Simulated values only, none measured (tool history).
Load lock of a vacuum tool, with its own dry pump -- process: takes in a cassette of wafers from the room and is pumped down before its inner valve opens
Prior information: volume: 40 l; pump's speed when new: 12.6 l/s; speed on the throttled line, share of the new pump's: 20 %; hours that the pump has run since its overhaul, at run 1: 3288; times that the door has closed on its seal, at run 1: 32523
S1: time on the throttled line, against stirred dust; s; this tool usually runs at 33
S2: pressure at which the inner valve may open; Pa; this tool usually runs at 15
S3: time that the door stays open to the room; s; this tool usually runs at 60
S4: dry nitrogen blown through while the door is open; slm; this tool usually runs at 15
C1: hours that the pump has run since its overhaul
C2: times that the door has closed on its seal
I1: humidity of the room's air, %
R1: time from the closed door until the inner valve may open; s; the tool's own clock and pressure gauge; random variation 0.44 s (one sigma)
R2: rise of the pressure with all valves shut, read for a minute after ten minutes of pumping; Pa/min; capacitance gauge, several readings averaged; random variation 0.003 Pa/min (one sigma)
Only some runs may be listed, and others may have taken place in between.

Run 1, hour 0: usual settings; C1 3288; C2 32523; I1 44.8. Result: R1 54.4 s, R2 0.02 Pa/min.
Run 2, hour 230.1: usual settings; C1 3518; C2 33353; I1 47.1. Result: R1 53.7 s, R2 0.018 Pa/min.
Run 3, hour 609.8: usual settings; C1 3898; C2 34723; I1 44.9. Result: R1 55 s, R2 0.023 Pa/min.
Run 4, hour 898.4: usual settings; C1 4186; C2 35764; I1 46.4. Result: R1 55.4 s, R2 0.018 Pa/min.
Run 5, hour 1415.8: usual settings but S3 54 s; C1 4704; C2 37631; I1 46.1. Result: R1 54.6 s, R2 0.017 Pa/min.
Run 6, hour 1861.3: usual settings but S3 54 s; C1 5149; C2 39237; I1 41.6. Result: R1 53.8 s, R2 0.015 Pa/min.
Run 7, hour 2390.7: usual settings but S1 18 s, S3 54 s; C1 5679; C2 41147; I1 45.7. Result: R1 42.7 s, R2 0.014 Pa/min.
Run 8, hour 2680.8: usual settings but S1 18 s, S3 54 s, S4 38 slm; C1 5969; C2 42193; I1 46.9. Result: R1 42.3 s, R2 0.014 Pa/min.
Run 9, hour 3104.5: usual settings but S1 18 s, S3 54 s, S4 38 slm; C1 6392; C2 43722; I1 46.2. Result: R1 43.1 s, R2 0.009 Pa/min.
At hour 3348.7: door's seal changed, seat wiped.
Run 10, hour 3386.2: usual settings but S1 18 s, S3 54 s, S4 38 slm; C1 6673; C2 136; I1 45.1. Result: R1 42.8 s, R2 0.005 Pa/min.
Run 11, hour 3791.2: usual settings but S1 18 s, S2 23 Pa, S3 54 s, S4 38 slm; C1 7078; C2 1597; I1 42.1. Result: R1 41.3 s, R2 0.009 Pa/min.
Run 12, hour 4310.3: usual settings but S1 18 s, S2 23 Pa, S3 54 s, S4 38 slm; C1 7597; C2 3469; I1 45.9. Result: R1 41.1 s, R2 0.01 Pa/min.
Run 13, hour 4738.8: usual settings but S1 18 s, S2 23 Pa, S3 54 s, S4 38 slm; C1 8025; C2 5015; I1 44.5. Result: R1 41.5 s, R2 0.011 Pa/min.
Run 14, hour 5134.6: usual settings but S1 18 s, S2 23 Pa, S3 54 s, S4 38 slm; C1 8421; C2 6442; I1 45.4. Result: R1 40.6 s, R2 0.014 Pa/min.
Run 15, hour 5431.3: usual settings but S4 8 slm; C1 8718; C2 7513; I1 44.1. Result: R1 54.5 s, R2 0.016 Pa/min.
Run 16, hour 5904.6: usual settings but S4 8 slm; C1 9191; C2 9220; I1 46.3. Result: R1 54.7 s, R2 0.022 Pa/min.
Run 17, hour 6178.4: usual settings; C1 9465; C2 10208; I1 43.5. Result: R1 54.6 s, R2 0.017 Pa/min.
Run 18, hour 6632.2: usual settings but S2 19 Pa; C1 9919; C2 11844; I1 42.9. Result: R1 53.7 s, R2 0.014 Pa/min.
Run 19, hour 7176.6: usual settings but S2 19 Pa; C1 10463; C2 13808; I1 47.1. Result: R1 54.3 s, R2 0.018 Pa/min.
Run 20, hour 7545.6: usual settings but S1 20 s, S2 19 Pa; C1 10832; C2 15139; I1 43.1. Result: R1 43.5 s, R2 0.018 Pa/min.
Run 21, hour 8016.8: usual settings but S1 54 s, S2 21 Pa, S4 10 slm; C1 11303; C2 16839; I1 45.8. Result: R1 69.3 s, R2 0.023 Pa/min.
Run 22, hour 8434.2: usual settings but S2 11 Pa, S3 34 s; C1 11721; C2 18345; I1 42.2. Result: R1 55.7 s, R2 0.008 Pa/min.
At hour 8506.6: dry pump taken out, an overhauled one fitted.
Run 23, hour 8722.7: usual settings but S1 48 s, S2 24 Pa; C1 216; C2 19364; I1 45.7. Result: R1 65.4 s, R2 0.016 Pa/min.
Run 24, hour 9219.7: usual settings but S3 204 s, S4 7 slm; C1 713; C2 21156; I1 45.9. Result: R1 55 s, R2 0.034 Pa/min.
Run 25, hour 9649: usual settings but S1 44 s, S2 16 Pa, S3 47 s, S4 28 slm; C1 1142; C2 22705; I1 45.8. Result: R1 63.4 s, R2 0.018 Pa/min.
Run 26, hour 9984.8: usual settings but S1 19 s, S2 13 Pa, S3 87 s, S4 16 slm; C1 1478; C2 23916; I1 50.1. Result: R1 43.7 s, R2 0.024 Pa/min.
Run 27, hour 10209.7: usual settings but S1 19 s, S2 13 Pa, S3 87 s, S4 16 slm; C1 1703; C2 24728; I1 46.1. Result: R1 43.6 s, R2 0.016 Pa/min.
Run 28, hour 10714.4: usual settings but S3 108 s; C1 2208; C2 26548; I1 43.6. Result: R1 54.4 s, R2 0.027 Pa/min.
Run 29, hour 11078.2: usual settings but S3 108 s; C1 2572; C2 27860; I1 48.2. Result: R1 54.1 s, R2 0.016 Pa/min.
Run 30, hour 11482.5: usual settings but S3 108 s; C1 2976; C2 29319; I1 43.4. Result: R1 54.1 s, R2 0.019 Pa/min.
Run 31, hour 11823.5: usual settings but S1 30 s, S2 25 Pa, S3 54 s, S4 18 slm; C1 3317; C2 30549; I1 43.5. Result: R1 50.4 s, R2 0.015 Pa/min.
Run 32, hour 12290.9: usual settings but S1 29 s, S2 25 Pa, S3 200 s, S4 10 slm; C1 3784; C2 32235; I1 45. Result: R1 49.5 s, R2 0.025 Pa/min.
Run 33, hour 12651.5: usual settings but S2 13 Pa, S3 222 s; C1 4145; C2 33536; I1 43.1. Result: R1 54.5 s, R2 0.023 Pa/min.
Run 34, hour 13151.6: usual settings but S2 13 Pa, S3 222 s; C1 4645; C2 35340; I1 45.7. Result: R1 54.8 s, R2 0.025 Pa/min.
Run 35, hour 13449.6: usual settings but S1 20 s; C1 4943; C2 36414; I1 49. Result: R1 43.7 s, R2 0.018 Pa/min.
Run 36, hour 13721.4: usual settings but S1 21 s, S2 12 Pa, S3 99 s, S4 26 slm; C1 5215; C2 37395; I1 44.2. Result: R1 46.1 s, R2 0.013 Pa/min.
Run 37, hour 14141.4: usual settings but S1 21 s, S2 12 Pa, S3 99 s, S4 26 slm; C1 5635; C2 38910; I1 46. Result: R1 45.7 s, R2 0.017 Pa/min.

Branching from run 37: 4 alternative next runs. What would each branch give?
Run A, hour 14485: usual settings but S2 28 Pa, S3 35 s; C1 5978; C2 40149; I1 46.6. Result: R1 ?, R2 ?.
Run B, hour 14485: usual settings but S1 21 s, S2 12 Pa, S3 99 s; C1 5978; C2 40149; I1 46.4. Result: R1 ?, R2 ?.
Run C, hour 14485: usual settings but S1 20 s, S2 12 Pa, S3 99 s, S4 26 slm; C1 5978; C2 40149; I1 47.1. Result: R1 ?, R2 ?.
Run D, hour 14485: usual settings but S1 21 s, S2 16 Pa, S3 62 s, S4 26 slm; C1 5978; C2 40149; I1 45.5. Result: R1 ?, R2 ?.

run    R1     R2
  A  52.3  0.019
  B    46  0.019
  C  45.4  0.018
  D  44.7  0.009
Without the tool's hidden state the same runs would have given:
run    R1     R2
  A  52.3  0.017
  B  45.9  0.017
  C  45.4  0.016
  D  44.7  0.007
